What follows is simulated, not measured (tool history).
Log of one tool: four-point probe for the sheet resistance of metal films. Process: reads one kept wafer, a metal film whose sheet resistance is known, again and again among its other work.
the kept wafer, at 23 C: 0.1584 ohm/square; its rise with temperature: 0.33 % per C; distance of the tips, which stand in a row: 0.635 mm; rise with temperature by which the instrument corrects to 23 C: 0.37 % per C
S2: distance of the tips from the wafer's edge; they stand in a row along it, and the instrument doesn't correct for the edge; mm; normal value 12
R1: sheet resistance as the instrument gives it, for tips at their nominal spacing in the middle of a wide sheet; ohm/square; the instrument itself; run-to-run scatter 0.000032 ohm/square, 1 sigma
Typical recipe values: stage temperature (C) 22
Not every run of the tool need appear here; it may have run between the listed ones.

run 1 hour=0.0 | stage_temperature_(C)=22 S2=12 | R1=0.159731
run 2 hour=92.0 | stage_temperature_(C)=28 S2=12 | R1=0.159349
run 3 hour=135.6 | stage_temperature_(C)=28 S2=12 | R1=0.159395
run 4 hour=182.8 | stage_temperature_(C)=28 S2=12 | R1=0.159503
run 5 hour=279.6 | stage_temperature_(C)=22 S2=12 | R1=0.159860
run 6 hour=350.4 | stage_temperature_(C)=22 S2=12 | R1=0.159976
run 7 hour=410.6 | stage_temperature_(C)=22 S2=12 | R1=0.160002
run 8 hour=504.2 | stage_temperature_(C)=22 S2=12 | R1=0.160024
run 9 hour=588.9 | stage_temperature_(C)=22 S2=12 | R1=0.160059
run 10 hour=632.3 | stage_temperature_(C)=19 S2=12 | R1=0.160366
-- hour=641.9 stage's thermometer calibrated
-- hour=664.1 new probe head fitted
run 11 hour=705.8 | stage_temperature_(C)=22 S2=12 | R1=0.159918
run 12 hour=754.3 | stage_temperature_(C)=20 S2=12 | R1=0.159997
run 13 hour=842.0 | stage_temperature_(C)=20 S2=12 | R1=0.160084
run 14 hour=938.4 | stage_temperature_(C)=20 S2=12 | R1=0.160148
-- hour=945.7 stage's thermometer calibrated, once more
run 15 hour=1030.9 | stage_temperature_(C)=22 S2=5 | R1=0.161086
run 16 hour=1100.4 | stage_temperature_(C)=22 S2=5 | R1=0.161139
run 17 hour=1172.1 | stage_temperature_(C)=22 S2=29 | R1=0.159878
run 18 hour=1215.3 | stage_temperature_(C)=22 S2=29 | R1=0.159930
run 19 hour=1280.3 | stage_temperature_(C)=26 S2=29 | R1=0.159668
run 20 hour=1326.1 | stage_temperature_(C)=25 S2=31 | R1=0.159752
run 21 hour=1420.3 | stage_temperature_(C)=25 S2=31 | R1=0.159839
run 22 hour=1508.4 | stage_temperature_(C)=32 S2=7 | R1=0.160120
run 23 hour=1560.6 | stage_temperature_(C)=32 S2=7 | R1=0.160137
run 24 hour=1658.9 | stage_temperature_(C)=22 S2=65 | R1=0.160170
run 25 hour=1739.9 | stage_temperature_(C)=30 S2=6 | R1=0.160681
run 26 hour=1783.7 | stage_temperature_(C)=22 S2=6 | R1=0.161266
run 27 hour=1857.1 | stage_temperature_(C)=24 S2=32 | R1=0.160260
run 28 hour=1942.6 | stage_temperature_(C)=20 S2=32 | R1=0.160538
run 29 hour=2011.6 | stage_temperature_(C)=18 S2=52 | R1=0.160692
-- hour=2018.8 new probe head fitted
run 30 hour=2110.3 | stage_temperature_(C)=30 S2=8 | R1=0.158366
run 31 hour=2164.4 | stage_temperature_(C)=34 S2=12 | R1=0.157851
run 32 hour=2251.5 | stage_temperature_(C)=34 S2=12 | R1=0.157946
run 33 hour=2314.0 | stage_temperature_(C)=34 S2=12 | R1=0.157960

What if the next run were any one of these 4? Each begins from the tool's condition after run 33:
run A hour=2370.1 | stage_temperature_(C)=29 S2=32 | R1=?
run B hour=2370.1 | stage_temperature_(C)=26 S2=31 | R1=?
run C hour=2370.1 | stage_temperature_(C)=22 S2=11 | R1=?
run D hour=2370.1 | stage_temperature_(C)=31 S2=5 | R1=?

run=A R1=0.158129
run=B R1=0.158315
run=C R1=0.158793
run=D R1=0.159316
Without the tool's unlogged condition, the same runs would have read:
run=A R1=0.158068
run=B R1=0.158252
run=C R1=0.158729
run=D R1=0.159255

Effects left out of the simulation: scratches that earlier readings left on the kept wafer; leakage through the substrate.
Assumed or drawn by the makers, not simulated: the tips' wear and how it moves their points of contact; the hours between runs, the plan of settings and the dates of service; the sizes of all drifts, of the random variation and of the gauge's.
